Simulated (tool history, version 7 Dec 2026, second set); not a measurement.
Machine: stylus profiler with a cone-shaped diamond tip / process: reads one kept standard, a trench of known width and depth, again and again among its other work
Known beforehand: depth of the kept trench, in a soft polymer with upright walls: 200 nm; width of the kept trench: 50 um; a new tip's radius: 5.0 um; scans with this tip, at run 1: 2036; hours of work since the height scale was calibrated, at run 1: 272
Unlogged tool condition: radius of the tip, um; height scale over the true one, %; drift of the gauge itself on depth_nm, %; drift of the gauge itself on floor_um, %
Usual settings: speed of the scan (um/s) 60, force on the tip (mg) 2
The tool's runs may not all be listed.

run    hour  speed of the scan (um/s)  force on the tip (mg)  scans with this tip  hours of work since the height scale was calibrated  depth of the trench (Å)  width of the trench's floor (nm)
  1       0                        60                      2                 2036                                                  272                   2022.4                             46660
  2    40.9                        60                      2                 2194                                                  294                     2022                             46670
  3    94.2                        60                      2                 2400                                                  321                   2022.7                             46690
  4   160.4                        60                      2                 2656                                                  355                   2022.7                             46650
  5     252                        15                      2                 3009                                                  403                   2022.8                             46840
  6   307.5                        60                      2                 3223                                                  431                   2022.8                             46540
  7   374.5                        60                      2                 3482                                                  466                   2022.7                             46560
  8   451.1                        60                      2                 3778                                                  505                   2024.1                             46490
  9   503.5                        60                      2                 3980                                                  533                     2024                             46490
 10     594                        60                      2                 4329                                                  579                     2024                             46480
 11   638.7                        60                      2                 4502                                                  602                   2024.1                             46460
 12     682                        60                      2                 4669                                                  625                     2024                             46490
 13   740.7                        60                      2                 4896                                                  655                   2024.1                             46430
 14   796.1                        60                      2                 5109                                                  684                   2024.7                             46460
 15   887.1                        45                      2                 5461                                                  731                   2024.8                             46490
 16   942.1                        60                      2                 5673                                                  759                   2024.8                             46380
 17  1029.5                        60                      2                 6010                                                  804                     2025                             46360
 18  1091.6                        79                      2                 6250                                                  836                   2025.4                             46250
 19  1181.9                        79                      2                 6599                                                  883                   2025.5                             46160
 20  1246.9                        79                      2                 6850                                                  917                   2025.5                             46150
 21  1287.8                        16                      2                 7008                                                  938                   2025.7                             46570
 22  1332.9                        60                      2                 7181                                                  961                   2025.9                             46310
     1382.9  -- height scale calibrated on a step standard
 23  1388.8                        60                      2                 7395                                                    3                   2018.7                             46240
 24  1430.7                        60                      2                 7557                                                   25                   2019.3                             46200
 25  1501.9                        18                   1.72                 7832                                                   61                   2016.9                             46490
 26  1571.3                       180                      1                 8100                                                   97                   2012.5                             45070
 27    1627                        56                   1.12                 8315                                                  126                   2013.2                             46120
 28  1718.9                        56                   1.12                 8670                                                  174                   2013.7                             46060
 29  1768.9                        56                   1.12                 8863                                                  199                   2013.6                             46070
 30  1833.1                       219                   4.69                 9111                                                  233                   2035.2                             45660
 31  1901.7                        61                   1.92                 9375                                                  268                     2020                             46120
 32  1949.9                       125                      2                 9561                                                  293                   2020.1                             45620
 33    2011                       114                   5.71                 9797                                                  324                     2040                             46040
 34  2057.6                       114                   5.71                 9977                                                  348                     2040                             45990
 35  2120.8                        61                      1                10221                                                  381                     2014                             45850
 36  2174.8                        61                      1                10430                                                  409                   2013.7                             45840
 37  2213.1                        16                   1.62                10577                                                  429                   2019.2                             46250
 38  2276.8                        45                   1.32                10823                                                  462                   2016.4                             45990
 39  2357.6                       158                   0.89                11135                                                  503                   2013.7                             44870
 40  2422.7                       158                   0.89                11387                                                  537                   2013.8                             44920
 41  2513.3                        27                   5.68                11736                                                  584                   2040.8                             46210
 42  2584.1                        29                   2.04                12009                                                  620                   2022.5                             46070
 43  2628.8                        29                   2.04                12182                                                  644                   2022.5                             46080
 44  2721.5                        23                   0.85                12540                                                  691                   2014.2                             45980
 45  2763.8                        94                   2.59                12703                                                  713                   2026.4                             45760
 46    2845                       129                   1.34                13017                                                  755                   2018.4                             45260
 47  2913.6                        59                   3.32                13281                                                  791                   2030.5                             45940

What differs in the tool's unlogged condition from the final listed run ahead of each entry between runs to the first listed run following it?
Logged between run 22 and run 23: height scale calibrated on a step standard (hour 1382.9)
  radius of the tip, um: 7.24 -> 7.31; height scale over the true one, %: 0.336 -> -0.006
  the result without the hidden state subtracted from the measured one, depth of the trench (Å): +6.8 -> -0.1; width of the trench's floor (nm): -580 -> -600

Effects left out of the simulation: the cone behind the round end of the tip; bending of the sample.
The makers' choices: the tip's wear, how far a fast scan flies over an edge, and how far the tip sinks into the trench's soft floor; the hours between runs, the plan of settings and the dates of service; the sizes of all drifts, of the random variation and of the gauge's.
